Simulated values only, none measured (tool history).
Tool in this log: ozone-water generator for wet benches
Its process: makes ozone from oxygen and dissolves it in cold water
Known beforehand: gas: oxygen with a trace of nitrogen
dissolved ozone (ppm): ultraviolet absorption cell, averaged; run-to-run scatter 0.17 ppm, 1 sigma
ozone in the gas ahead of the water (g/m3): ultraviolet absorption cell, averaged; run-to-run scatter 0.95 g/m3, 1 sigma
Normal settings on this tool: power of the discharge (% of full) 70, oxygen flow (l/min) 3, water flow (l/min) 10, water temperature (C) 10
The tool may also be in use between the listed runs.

| run | hour | power of the discharge (% of full) | oxygen flow (l/min) | water flow (l/min) | water temperature (C) | dissolved ozone (ppm) | ozone in the gas ahead of the water (g/m3) |
|---|---|---|---|---|---|---|---|
| 1 | 0 | 70 | 3 | 10 | 10 | 22.4 | 156.3 |
| 2 | 63.7 | 70 | 3 | 10 | 10 | 22.1 | 155.4 |
| 3 | 109.8 | 70 | 3 | 10 | 10 | 22.3 | 154.8 |
| 4 | 149 | 70 | 3 | 10 | 10 | 22.2 | 156.4 |
| 5 | 195.5 | 70 | 3 | 10 | 10 | 22 | 154.3 |
| 6 | 240.6 | 70 | 3 | 10 | 10 | 22.3 | 153.8 |
| 7 | 276.6 | 70 | 3 | 10 | 10 | 22 | 153.5 |
| 8 | 359.6 | 54 | 3 | 10 | 10 | 18.1 | 126 |
| 9 | 439.9 | 54 | 3 | 10 | 10 | 18 | 126.9 |
| 10 | 522.2 | 54 | 3 | 10 | 10 | 18.1 | 125.8 |
| 11 | 571.4 | 54 | 3 | 10 | 10 | 17.8 | 126.1 |
| 12 | 627.5 | 70 | 3 | 10 | 10 | 21.9 | 152.9 |
| 13 | 671.5 | 70 | 3 | 10 | 10 | 22 | 153 |
| 14 | 738.7 | 70 | 3 | 10 | 10 | 22.1 | 154.5 |
| 15 | 812.1 | 79 | 3 | 10 | 5 | 25.3 | 166.3 |

Run 16 is up next; what results do you expect?
| 16 | 849.2 | 88 | 3.84 | 10 | 10 | ? | ? |

{"run 16": {"dissolved ozone (ppm)": 26.4, "ozone in the gas ahead of the water (g/m3)": 162}}
If the tool had no hidden condition, the same run with the same run-to-run variation would have returned dissolved ozone (ppm) 28.8, ozone in the gas ahead of the water (g/m3) 173.

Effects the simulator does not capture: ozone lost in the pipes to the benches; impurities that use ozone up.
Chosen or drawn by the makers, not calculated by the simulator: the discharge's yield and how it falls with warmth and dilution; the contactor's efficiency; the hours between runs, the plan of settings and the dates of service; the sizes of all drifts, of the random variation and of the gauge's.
